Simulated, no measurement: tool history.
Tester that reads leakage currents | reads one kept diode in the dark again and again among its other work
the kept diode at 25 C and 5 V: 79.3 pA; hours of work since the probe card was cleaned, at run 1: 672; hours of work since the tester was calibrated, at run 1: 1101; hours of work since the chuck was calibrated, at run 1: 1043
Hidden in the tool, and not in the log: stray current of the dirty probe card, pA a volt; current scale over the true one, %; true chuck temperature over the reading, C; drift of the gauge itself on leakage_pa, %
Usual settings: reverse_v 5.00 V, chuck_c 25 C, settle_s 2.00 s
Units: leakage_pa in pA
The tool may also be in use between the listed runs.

run	hour	reverse_v	chuck_c	settle_s	hours of work since the probe card was cleaned	hours of work since the tester was calibrated	hours of work since the chuck was calibrated	leakage_pa
1	0.0	5.00	25	2.00	672	1101	1043	74.72
2	23.5	5.00	25	2.00	688	1116	1058	74.76
3	72.3	18.31	25	2.00	720	1148	1090	119.57
4	97.8	18.31	25	2.00	736	1165	1107	119.74
5	140.3	18.31	25	2.00	764	1193	1135	120.00
6	163.6	18.31	25	2.00	780	1208	1150	119.97
7	202.3	5.00	25	2.00	805	1234	1176	74.57
8	234.3	5.00	55	2.00	826	1255	1197	942.26
9	278.1	5.00	55	2.00	855	1284	1226	941.15
10	320.0	5.00	55	2.00	883	1312	1253	942.52
11	369.8	5.00	25	2.00	916	1344	1286	74.04
12	417.1	2.87	25	2.00	947	1375	1317	61.40
13	439.9	5.00	51	2.00	962	1390	1332	685.33
14	485.7	5.00	51	2.00	992	1421	1362	678.48
15	534.0	5.00	25	4.97	1024	1452	1394	74.27
16	582.5	7.03	21	1.70	1056	1484	1426	59.14
17	604.9	7.03	21	1.70	1070	1499	1441	59.36
18	648.5	7.03	21	1.70	1099	1528	1470	59.27
19	671.1	1.68	25	4.12	1114	1543	1485	50.71
20	715.1	1.68	25	4.12	1143	1572	1514	50.74
21	766.4	1.68	52	0.74	1177	1606	1547	517.68

3 ways to go on from here, each from the tool as it stands after run 21. What would each give?
A	803.6	1.82	28	0.63	1201	1630	1572	?
B	803.6	1.09	52	0.79	1201	1630	1572	?
C	803.6	1.68	26	0.74	1201	1630	1572	?

run	leakage_pa
A	68.89
B	450.54
C	55.68
Without the tool's hidden state the same runs would have given:
run	leakage_pa
A	77.07
B	504.71
C	62.20

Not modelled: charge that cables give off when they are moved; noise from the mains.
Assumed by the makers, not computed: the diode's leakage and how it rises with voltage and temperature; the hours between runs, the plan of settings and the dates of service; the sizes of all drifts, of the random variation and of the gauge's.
